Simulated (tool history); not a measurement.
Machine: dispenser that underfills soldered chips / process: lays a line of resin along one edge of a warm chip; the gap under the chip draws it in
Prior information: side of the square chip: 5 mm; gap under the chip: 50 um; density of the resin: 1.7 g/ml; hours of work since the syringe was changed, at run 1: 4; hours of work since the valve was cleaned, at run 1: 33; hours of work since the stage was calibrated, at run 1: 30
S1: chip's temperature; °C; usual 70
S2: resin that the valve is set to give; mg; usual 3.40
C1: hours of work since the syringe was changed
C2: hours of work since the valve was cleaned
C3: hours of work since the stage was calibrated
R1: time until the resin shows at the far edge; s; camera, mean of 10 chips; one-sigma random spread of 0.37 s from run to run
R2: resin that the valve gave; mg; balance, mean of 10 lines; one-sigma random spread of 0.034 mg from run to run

run,hour,S1,S2,C1,C2,C3,R1,R2
1,0.0,70,3.40,4,33,30,26.6,3.31
2,3.2,70,3.40,6,36,32,30.1,3.33
# hour 8.3: new syringe of resin
3,8.8,70,3.40,0,39,36,21.8,3.33
4,12.0,70,4.35,3,42,38,24.2,4.19
5,16.9,70,4.35,6,45,42,29.4,4.25
# hour 21.9: new syringe of resin
6,21.9,70,4.35,0,48,45,21.4,4.20
7,24.3,70,3.40,2,50,47,23.9,3.22
8,26.9,70,3.40,4,52,49,26.7,3.26
9,30.3,70,3.40,6,54,51,30.1,3.29
10,33.6,70,3.40,8,57,53,34.4,3.22
# hour 35.4: new syringe of resin
11,38.9,58,3.40,2,60,57,37.1,3.24
12,41.8,58,3.40,5,62,59,41.4,3.22
13,45.3,60,4.33,7,65,61,44.4,4.15
# hour 48.7: new syringe of resin
14,49.6,67,3.64,1,67,64,24.3,3.47
15,54.7,70,3.93,4,71,68,27.6,3.70
16,57.4,70,3.93,6,73,70,29.9,3.72
17,59.9,81,4.35,8,75,71,23.4,4.11
# hour 62.1: new syringe of resin
# hour 63.6: dispensing valve cleaned and set on the balance
18,65.7,67,3.72,2,1,75,25.7,3.71
19,70.4,67,3.72,5,5,78,31.9,3.72
# hour 76.6: new syringe of resin
20,76.7,67,3.69,0,9,82,24.3,3.71

Alternative continuations, all from the tool just after run 20; predict every row:
A,80.8,78,3.35,3,12,85,?,?
B,80.8,68,3.69,3,12,85,?,?
C,80.8,58,2.96,3,12,85,?,?
D,80.8,59,3.70,3,12,85,?,?

run,R1,R2
A,19.3,3.30
B,27.1,3.69
C,39.5,2.88
D,37.4,3.71
Take away the tool's hidden state, keep each run's random variation, and the runs would have read:
run,R1,R2
A,16.6,3.33
B,23.4,3.72
C,34.1,2.90
D,32.4,3.74
